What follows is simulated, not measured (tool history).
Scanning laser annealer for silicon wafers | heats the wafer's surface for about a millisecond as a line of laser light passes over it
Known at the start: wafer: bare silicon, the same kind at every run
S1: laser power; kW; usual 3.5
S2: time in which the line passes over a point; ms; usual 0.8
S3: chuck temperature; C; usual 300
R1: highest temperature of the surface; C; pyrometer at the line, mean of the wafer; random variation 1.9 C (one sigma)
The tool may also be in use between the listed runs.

| run | hour | S1 | S2 | S3 | R1 |
|---|---|---|---|---|---|
| 1 | 0 | 3.5 | 0.8 | 300 | 1075 |
| 2 | 15.2 | 3.5 | 0.8 | 300 | 1073 |
| 3 | 43.2 | 3.5 | 0.8 | 300 | 1070 |
|  | 72.5 | window over the wafer cleaned |
| 4 | 78.7 | 3.5 | 0.8 | 300 | 1109 |
| 5 | 108.3 | 3.831 | 0.8 | 300 | 1206 |
| 6 | 124.4 | 3.5 | 0.8 | 300 | 1106 |
| 7 | 147 | 3.5 | 0.8 | 300 | 1104 |
| 8 | 166.9 | 3.5 | 0.8 | 300 | 1099 |
| 9 | 194.6 | 3.5 | 0.8 | 300 | 1099 |
| 10 | 218.7 | 3.5 | 0.8 | 300 | 1095 |
| 11 | 251.7 | 3.5 | 0.8 | 300 | 1091 |
| 12 | 278.5 | 3.5 | 0.8 | 300 | 1089 |
|  | 283.7 | laser's power meter calibrated |
| 13 | 315.4 | 3.5 | 0.929 | 300 | 1158 |
| 14 | 329.7 | 3.5 | 0.929 | 300 | 1155 |
|  | 356.1 | laser's power meter calibrated, once more |
| 15 | 359.3 | 3.5 | 0.929 | 300 | 1155 |
| 16 | 374.9 | 3.5 | 0.929 | 300 | 1157 |
| 17 | 401.6 | 3.5 | 0.568 | 300 | 938 |
| 18 | 433.4 | 3.5 | 0.568 | 299 | 938 |
| 19 | 457.2 | 3.5 | 0.8 | 300 | 1079 |
| 20 | 477.7 | 3.5 | 0.8 | 300 | 1073 |
| 21 | 501.2 | 3.377 | 0.619 | 270 | 903 |
| 22 | 528.8 | 3.377 | 0.619 | 270 | 903 |
| 23 | 543.9 | 3.505 | 0.989 | 266 | 1139 |
| 24 | 563.3 | 3.843 | 0.803 | 293 | 1167 |
|  | 583.9 | window over the wafer cleaned |
| 25 | 590.4 | 3.5 | 1 | 267 | 1179 |
| 26 | 615.9 | 3.178 | 0.957 | 267 | 1043 |
| 27 | 649.8 | 3.122 | 0.72 | 260 | 896 |
| 28 | 670.5 | 3.5 | 0.762 | 315 | 1082 |
| 29 | 704.7 | 3.534 | 0.613 | 283 | 970 |
|  | 725.4 | optics aligned, line set to its width |
| 30 | 744.9 | 3.534 | 0.613 | 283 | 989 |
| 31 | 778.8 | 3.505 | 0.986 | 277 | 1199 |
| 32 | 813.2 | 3.505 | 0.986 | 277 | 1196 |
| 33 | 835.8 | 3.535 | 0.8 | 323 | 1144 |
| 34 | 864.2 | 3.535 | 0.767 | 277 | 1079 |
| 35 | 889.2 | 3.535 | 0.767 | 277 | 1072 |
| 36 | 918.5 | 3.535 | 0.767 | 302 | 1099 |
| 37 | 953.1 | 3.653 | 0.8 | 264 | 1112 |
| 38 | 983.9 | 3.071 | 0.969 | 300 | 1051 |
| 39 | 1001.3 | 3.071 | 0.969 | 300 | 1047 |
| 40 | 1016.1 | 3.071 | 0.969 | 300 | 1045 |

Hidden state or all else? Some run-to-run changes of R1, split into what the settings, what came in and random variation would give without the hidden state, and what is left for the hidden state (with any gauge scatter that isn't in both results):
The hidden state here: light that passes the window, % of a clean one's; laser's true power over the reading, %; width of the line over the set one, %; drift of the gauge itself on peak_c, C.
Run 3 -> 4: window over the wafer cleaned. R1 +39 C: hidden state +34, all else +5.
Run 16 -> 17: S2 0.929 -> 0.568. R1 -219 C: hidden state +10, all else -229.
Run 22 -> 23: S1 3.377 -> 3.505, S2 0.619 -> 0.989, S3 270 -> 266. R1 +236 C: hidden state -20, all else +256.
Run 24 -> 25: S1 3.843 -> 3.5, S2 0.803 -> 1, S3 293 -> 267, window over the wafer cleaned. R1 +12 C: hidden state +35, all else -23.
Run 29 -> 30: optics aligned, line set to its width. R1 +19 C: hidden state +23, all else -4.
Run 30 -> 31: S1 3.534 -> 3.505, S2 0.613 -> 0.986, S3 283 -> 277. R1 +210 C: hidden state -6, all else +216.
